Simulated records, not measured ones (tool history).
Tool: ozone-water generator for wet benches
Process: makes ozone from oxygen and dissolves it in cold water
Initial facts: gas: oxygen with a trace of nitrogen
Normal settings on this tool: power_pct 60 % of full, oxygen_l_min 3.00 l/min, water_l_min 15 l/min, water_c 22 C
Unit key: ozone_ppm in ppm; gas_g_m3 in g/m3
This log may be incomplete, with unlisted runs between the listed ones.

run     day  power_pct  oxygen_l_min  water_l_min  water_c  ozone_ppm  gas_g_m3
  1   0.000         60          3.00           15       22       12.9     177.7
  2   4.446         60          3.00           15       22       12.8     177.8
  3   8.492         60          4.98           15       22       12.4     133.4
  4  11.879         60          4.98           15       22       12.5     133.9
  5  15.375         60          2.29           15       22       12.9     207.7
  6  18.062         60          2.38           15       22       12.5     204.7
  7  22.088         60          2.61           15       22       12.9     192.5
  8  26.696         60          2.61           15       22       12.8     194.7
  9  29.575         60          3.00           15       22       12.7     178.7
 10  32.508         85          3.00           15       22       17.1     237.2
 11  35.400         85          3.00           15       22       17.1     236.5
 12  39.671         60          3.00           20       22        9.8     177.5
 13  42.508         60          3.00           15       22       12.9     178.1
 14  45.104         43          3.00           14       22       10.3     135.9
 15  47.525         60          2.22           15       15       13.7     214.6
 16  52.004         40          1.51           17       15        8.3     193.4
 17  55.575         60          3.00           15       27       12.0     180.4
 18  59.579         50          4.52           14       19       11.9     123.2
 19  63.062         50          1.74           14       15       12.2     213.4
 20  67.154         63          3.00           15       15       14.5     188.5
 21  71.646         74          1.74           18       22       12.4     291.5
 22  74.208         74          2.38           18       22       13.0     245.3
 23  78.683         60          3.00           22       22        9.1     178.9
 24  81.058         62          3.00           19       15       11.8     183.8
 25  85.550         60          5.19           15       22       12.4     131.9
 26  90.204         60          4.79           16       22       12.2     137.6

Results for each run, recomputed without the tool's hidden state and with each run's random variation untouched:
Hidden state present: yield of the discharge, % of new electrodes'; contactor's efficiency, % of a clean one's; true water temperature over the reading, C; drift of the gauge itself on ozone_ppm, %; drift of the gauge itself on gas_g_m3, %.
run  gas_g_m3
  1     177.8
  2     177.7
  3     133.2
  4     133.6
  5     207.0
  6     203.9
  7     191.6
  8     193.6
  9     177.6
 10     235.5
 11     234.7
 12     176.0
 13     176.5
 14     134.5
 15     212.3
 16     191.2
 17     178.2
 18     121.6
 19     210.5
 20     185.7
 21     286.9
 22     241.3
 23     175.8
 24     180.5
 25     129.4
 26     134.9
ozone_ppm: differs from the measured result by no more than 0.1 ppm in any run.
